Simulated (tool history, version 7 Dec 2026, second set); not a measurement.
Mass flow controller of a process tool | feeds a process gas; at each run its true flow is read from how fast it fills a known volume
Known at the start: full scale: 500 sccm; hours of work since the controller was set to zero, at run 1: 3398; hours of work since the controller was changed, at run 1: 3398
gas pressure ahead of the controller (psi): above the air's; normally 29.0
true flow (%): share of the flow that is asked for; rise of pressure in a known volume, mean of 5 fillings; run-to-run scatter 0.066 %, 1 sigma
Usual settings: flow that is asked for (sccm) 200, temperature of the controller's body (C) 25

run	hour	flow that is asked for (sccm)	gas pressure ahead of the controller (psi)	temperature of the controller's body (C)	hours of work since the controller was set to zero	hours of work since the controller was changed	true flow (%)
1	0.0	200	29.0	25	3398	3398	97.08
2	248.0	135	29.0	25	3496	3496	96.73
3	443.5	135	29.0	23	3572	3572	96.66
4	766.0	135	22.2	23	3699	3699	96.82
5	1073.6	135	22.2	23	3820	3820	96.73
6	1428.5	135	22.2	23	3960	3960	96.71
7	1721.1	135	22.2	23	4075	4075	96.63
8	2104.7	135	22.2	38	4226	4226	98.33
9	2364.1	135	22.2	38	4328	4328	98.37
10	2703.5	135	22.2	38	4461	4461	98.34
11	3048.9	200	29.0	25	4597	4597	96.78
12	3403.3	200	35.8	25	4736	4736	96.72
13	3723.8	200	35.8	25	4862	4862	96.91
14	3981.2	200	29.0	25	4964	4964	96.73
# hour 4113.7: controller exchanged for a calibrated one
15	4283.4	200	29.0	25	67	67	98.26
16	4625.9	200	29.0	25	201	201	98.28
17	4926.7	207	25.2	29	320	320	98.79
18	5312.1	72	28.3	25	471	471	97.55
19	5672.3	200	29.0	40	613	613	99.94
20	6017.6	200	27.1	40	749	749	99.94
21	6387.3	111	23.4	40	894	894	99.48
22	6708.9	360	26.1	25	1021	1021	99.15
23	7065.6	360	26.1	25	1161	1161	99.12
24	7344.5	247	31.8	38	1271	1271	99.70
25	7557.4	247	31.8	38	1354	1354	99.78
26	7795.5	229	29.2	38	1448	1448	99.71
27	8028.8	136	26.5	25	1540	1540	97.64
28	8321.7	207	29.0	25	1655	1655	97.97
29	8569.4	207	29.0	25	1752	1752	98.01
30	8746.5	200	23.8	25	1822	1822	97.93
31	8944.8	285	23.4	28	1900	1900	98.81

5 options for the next run, each taken on its own from the tool as it stands now. Forecast them:
A	9173.7	250	23.4	28	1990	1990	?
B	9173.7	113	31.9	28	1990	1990	?
C	9173.7	421	30.3	39	1990	1990	?
D	9173.7	118	32.2	35	1990	1990	?
E	9173.7	59	23.4	28	1990	1990	?

run	true flow (%)
A	98.61
B	97.79
C	100.80
D	98.67
E	98.11
Without the tool's unlogged condition, the same runs would have read:
run	true flow (%)
A	98.76
B	97.60
C	101.06
D	98.51
E	97.37
